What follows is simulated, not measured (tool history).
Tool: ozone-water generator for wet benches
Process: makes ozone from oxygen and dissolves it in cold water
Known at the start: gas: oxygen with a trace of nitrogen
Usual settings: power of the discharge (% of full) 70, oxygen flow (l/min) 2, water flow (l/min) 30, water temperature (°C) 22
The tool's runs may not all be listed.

run    hour  power of the discharge (% of full)  oxygen flow (l/min)  water flow (l/min)  water temperature (°C)  dissolved ozone (ppm)  ozone in the gas ahead of the water (g/m3)
  1       0                                  70                    2                  30                      22                   10.1                                       240.8
  2    81.7                                  70                    2                  30                      22                    9.9                                       242.5
  3   192.8                                  70                    2                  30                      22                     10                                       238.9
  4   356.8                                  70                    2                  30                      22                     10                                       239.9
  5   447.8                                  81                    2                  30                      22                   11.2                                       270.6
  6   621.3                                  81                    2                  30                      22                   11.2                                       270.4
  7   757.4                                  81                    2                  30                      22                   11.1                                       267.3
  8   855.2                                  81                    2                  30                      22                   11.2                                       269.8
  9   997.8                                  81                 1.66                  30                      22                   10.2                                       286.2
 10  1156.1                                  81                 1.66                  30                      22                   10.3                                       286.9
 11  1256.6                                  61                    2                  30                      22                    9.1                                       216.8
 12  1369.6                                  70                    2                  30                      22                     10                                       240.2
 13    1528                                  41                    2                  30                      18                    6.9                                       158.2
 14  1647.9                                  41                    2                  30                      18                    6.8                                       158.8
 15  1747.9                                  70                    2                  18                      28                     15                                       239.3
 16  1886.9                                  70                 1.25                  18                      23                   13.1                                       277.5
 17  2000.4                                  70                 2.31                  18                      24                   16.4                                       229.5
 18  2083.2                                  70                 2.31                  18                      24                   16.3                                       226.6
 19  2176.8                                  70                 2.31                  18                      24                   16.6                                       226.4
     2218.1  -- contactor cleaned
 20  2330.7                                  70                 1.43                  30                      22                    8.5                                       265.2
 21  2495.1                                  70                 1.43                  30                      22                    8.4                                         267
 22  2662.1                                  64                 2.37                  28                      26                   10.4                                       209.1
 23  2752.3                                  92                 2.42                  32                      22                   12.6                                       274.6
 24  2883.3                                  50                 1.38                  34                      22                    5.5                                       207.7

Measured less the same run without the tool's hidden state. The same run-to-run variation is in both; the gauge's scatter may not be:
The hidden state here: yield of the discharge, % of new electrodes'; contactor's efficiency, % of a clean one's; true water temperature over the reading, C; drift of the gauge itself on ozone_ppm, %; drift of the gauge itself on gas_g_m3, %.
run  ozone in the gas ahead of the water (g/m3)
  1                                          +0
  2                                        -0.2
  3                                        -0.4
  4                                        -0.7
  5                                          -1
  6                                        -1.2
  7                                        -1.5
  8                                        -1.7
  9                                          -2
 10                                        -2.4
 11                                        -1.9
 12                                        -2.4
 13                                        -1.7
 14                                        -1.8
 15                                          -3
 16                                        -3.7
 17                                        -3.2
 18                                        -3.3
 19                                        -3.5
 20                                        -4.4
 21                                        -4.7
 22                                        -3.9
 23                                        -5.4
 24                                        -4.2
dissolved ozone (ppm): within 0.1 of the measured result in every run.

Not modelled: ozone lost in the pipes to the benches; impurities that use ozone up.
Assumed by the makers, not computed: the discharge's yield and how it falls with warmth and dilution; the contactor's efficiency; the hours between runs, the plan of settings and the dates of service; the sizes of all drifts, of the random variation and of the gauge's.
